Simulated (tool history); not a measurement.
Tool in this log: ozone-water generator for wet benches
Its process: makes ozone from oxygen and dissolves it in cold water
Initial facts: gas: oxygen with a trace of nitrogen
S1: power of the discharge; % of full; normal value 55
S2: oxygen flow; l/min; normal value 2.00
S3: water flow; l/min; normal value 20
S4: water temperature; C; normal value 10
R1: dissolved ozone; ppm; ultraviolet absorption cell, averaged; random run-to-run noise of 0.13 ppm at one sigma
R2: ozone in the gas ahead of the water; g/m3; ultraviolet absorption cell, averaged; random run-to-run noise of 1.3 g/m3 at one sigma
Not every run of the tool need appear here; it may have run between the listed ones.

Run 1, hour 0.0: usual settings. Result: R1 14.0 ppm, R2 232.8 g/m3.
Run 2, hour 81.2: usual settings but S2 1.37 l/min. Result: R1 13.5 ppm, R2 301.6 g/m3.
Run 3, hour 143.7: usual settings. Result: R1 14.1 ppm, R2 232.9 g/m3.
Run 4, hour 200.9: usual settings. Result: R1 14.2 ppm, R2 230.3 g/m3.
Run 5, hour 267.3: usual settings. Result: R1 14.0 ppm, R2 230.8 g/m3.
Run 6, hour 329.0: usual settings but S2 1.73 l/min. Result: R1 13.8 ppm, R2 254.5 g/m3.
Run 7, hour 381.4: usual settings but S2 1.73 l/min. Result: R1 13.7 ppm, R2 252.6 g/m3.
Run 8, hour 433.3: usual settings but S2 1.73 l/min. Result: R1 13.7 ppm, R2 253.3 g/m3.
Run 9, hour 509.0: usual settings but S2 1.73 l/min. Result: R1 13.4 ppm, R2 253.8 g/m3.
Run 10, hour 577.3: usual settings but S2 1.73 l/min. Result: R1 13.4 ppm, R2 250.9 g/m3.
At hour 593.7: contactor cleaned.
Run 11, hour 655.0: usual settings but S1 56 % of full, S2 1.90 l/min, S3 25 l/min, S4 7 C. Result: R1 11.4 ppm, R2 239.9 g/m3.
Run 12, hour 704.0: usual settings but S1 56 % of full, S2 1.32 l/min, S3 25 l/min, S4 7 C. Result: R1 10.8 ppm, R2 309.8 g/m3.
Run 13, hour 775.7: usual settings but S1 58 % of full, S3 16 l/min, S4 6 C. Result: R1 18.4 ppm, R2 234.3 g/m3.
Run 14, hour 830.3: usual settings but S1 58 % of full, S3 16 l/min, S4 6 C. Result: R1 18.5 ppm, R2 233.3 g/m3.
Run 15, hour 897.9: usual settings but S1 50 % of full, S3 32 l/min. Result: R1 8.3 ppm, R2 219.3 g/m3.
Run 16, hour 970.0: usual settings but S1 58 % of full, S2 1.06 l/min, S3 13 l/min, S4 16 C. Result: R1 19.5 ppm, R2 360.1 g/m3.
Run 17, hour 1057.5: usual settings but S2 1.95 l/min, S4 6 C. Result: R1 14.4 ppm, R2 229.5 g/m3.

4 ways to go on from here, each from the tool as it stands after run 17. What would each give?
Run A, hour 1140.3: usual settings but S4 12 C. Result: R1 ?, R2 ?.
Run B, hour 1140.3: usual settings but S3 21 l/min. Result: R1 ?, R2 ?.
Run C, hour 1140.3: usual settings but S4 17 C. Result: R1 ?, R2 ?.
Run D, hour 1140.3: usual settings but S1 76 % of full, S2 1.95 l/min, S4 6 C. Result: R1 ?, R2 ?.

run    R1     R2
  A  13.9  224.8
  B  13.4  224.5
  C  13.4  225.5
  D  17.0  271.4
Without the tool's unlogged condition, the same runs would have read:
run    R1     R2
  A  14.5  232.6
  B  14.0  232.3
  C  14.0  233.3
  D  17.9  282.9
